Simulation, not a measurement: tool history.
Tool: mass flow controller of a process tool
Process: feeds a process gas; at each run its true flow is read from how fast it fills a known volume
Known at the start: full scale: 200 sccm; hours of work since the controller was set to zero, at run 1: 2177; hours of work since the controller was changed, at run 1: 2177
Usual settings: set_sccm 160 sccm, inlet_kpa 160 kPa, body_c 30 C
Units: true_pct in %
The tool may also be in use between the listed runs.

run,day,set_sccm,inlet_kpa,body_c,hours of work since the controller was set to zero,hours of work since the controller was changed,true_pct
1,0.000,160,160,30,2177,2177,100.24
2,5.725,44,160,30,2272,2272,99.04
3,11.321,44,160,30,2365,2365,99.04
4,17.017,44,160,30,2460,2460,99.03
5,22.508,160,160,35,2551,2551,100.51
6,27.821,160,168,30,2640,2640,100.27
7,30.479,160,168,30,2684,2684,100.26
8,33.908,160,168,30,2741,2741,100.28
9,37.754,160,168,30,2805,2805,100.24
10,40.596,53,160,30,2852,2852,99.11
11,43.550,36,160,30,2901,2901,98.55
12,47.842,36,160,30,2973,2973,98.54
13,51.867,36,160,30,3040,3040,98.52
14,55.538,36,160,30,3101,3101,98.48
15,59.512,36,178,29,3167,3167,98.58
16,62.929,36,178,29,3224,3224,98.57
17,67.679,89,183,39,3303,3303,100.27
18,72.808,160,160,30,3388,3388,100.26
19,78.279,160,160,30,3479,3479,100.26
20,83.271,54,279,25,3562,3562,99.35
21,86.533,168,141,25,3616,3616,99.84
22,89.371,168,186,31,3663,3663,100.43
23,92.758,168,186,31,3720,3720,100.53
24,96.788,168,186,31,3787,3787,100.42

The next listed run, before its measurement:
25,99.233,168,186,31,3827,3827,?

true_pct: 100.52 %
Without the tool's hidden state the same run would have given true_pct 100.18 %.

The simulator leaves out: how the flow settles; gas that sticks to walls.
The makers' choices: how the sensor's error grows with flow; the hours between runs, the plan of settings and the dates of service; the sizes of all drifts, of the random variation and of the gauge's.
